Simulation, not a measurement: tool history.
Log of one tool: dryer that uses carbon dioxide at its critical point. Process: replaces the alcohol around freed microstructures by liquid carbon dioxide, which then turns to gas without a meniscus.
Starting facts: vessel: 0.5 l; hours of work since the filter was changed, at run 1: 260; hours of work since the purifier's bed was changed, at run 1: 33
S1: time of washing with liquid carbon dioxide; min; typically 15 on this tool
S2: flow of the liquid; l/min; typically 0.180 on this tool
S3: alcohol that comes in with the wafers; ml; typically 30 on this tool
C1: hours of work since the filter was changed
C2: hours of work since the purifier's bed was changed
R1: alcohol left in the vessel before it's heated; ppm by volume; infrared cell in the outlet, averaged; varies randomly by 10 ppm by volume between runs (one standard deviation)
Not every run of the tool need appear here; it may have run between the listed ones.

Run 1, day 0.000: usual settings; C1 260; C2 33. Result: R1 683 ppm by volume.
Run 2, day 0.696: usual settings; C1 268; C2 41. Result: R1 662 ppm by volume.
Run 3, day 1.475: usual settings but S2 0.266 l/min; C1 278; C2 50. Result: R1 82 ppm by volume.
Run 4, day 2.138: usual settings but S2 0.266 l/min; C1 286; C2 59. Result: R1 80 ppm by volume.
Run 5, day 2.517: usual settings but S1 14 min, S2 0.266 l/min; C1 290; C2 63. Result: R1 119 ppm by volume.
Run 6, day 2.875: usual settings; C1 295; C2 67. Result: R1 695 ppm by volume.
Run 7, day 3.304: usual settings but S1 13 min; C1 300; C2 73. Result: R1 1258 ppm by volume.
Run 8, day 3.950: usual settings but S3 31 ml; C1 308; C2 80. Result: R1 708 ppm by volume.
Run 9, day 4.621: usual settings but S1 10 min; C1 316; C2 88. Result: R1 3065 ppm by volume.
Run 10, day 4.979: usual settings but S1 10 min; C1 320; C2 93. Result: R1 3043 ppm by volume.
Run 11, day 5.738: usual settings but S1 19 min, S2 0.173 l/min, S3 31 ml; C1 329; C2 102. Result: R1 273 ppm by volume.
Run 12, day 6.204: usual settings but S1 19 min, S2 0.173 l/min, S3 31 ml; C1 335; C2 107. Result: R1 290 ppm by volume.

Forecast run 13:
Run 13, day 6.562: usual settings but S1 11 min, S2 0.283 l/min, S3 44 ml; C1 339; C2 112. Result: R1 ?.

Run 13 gave R1 469 ppm by volume.
The same run, on a tool lacking any hidden state, would have yielded R1 369 ppm by volume.

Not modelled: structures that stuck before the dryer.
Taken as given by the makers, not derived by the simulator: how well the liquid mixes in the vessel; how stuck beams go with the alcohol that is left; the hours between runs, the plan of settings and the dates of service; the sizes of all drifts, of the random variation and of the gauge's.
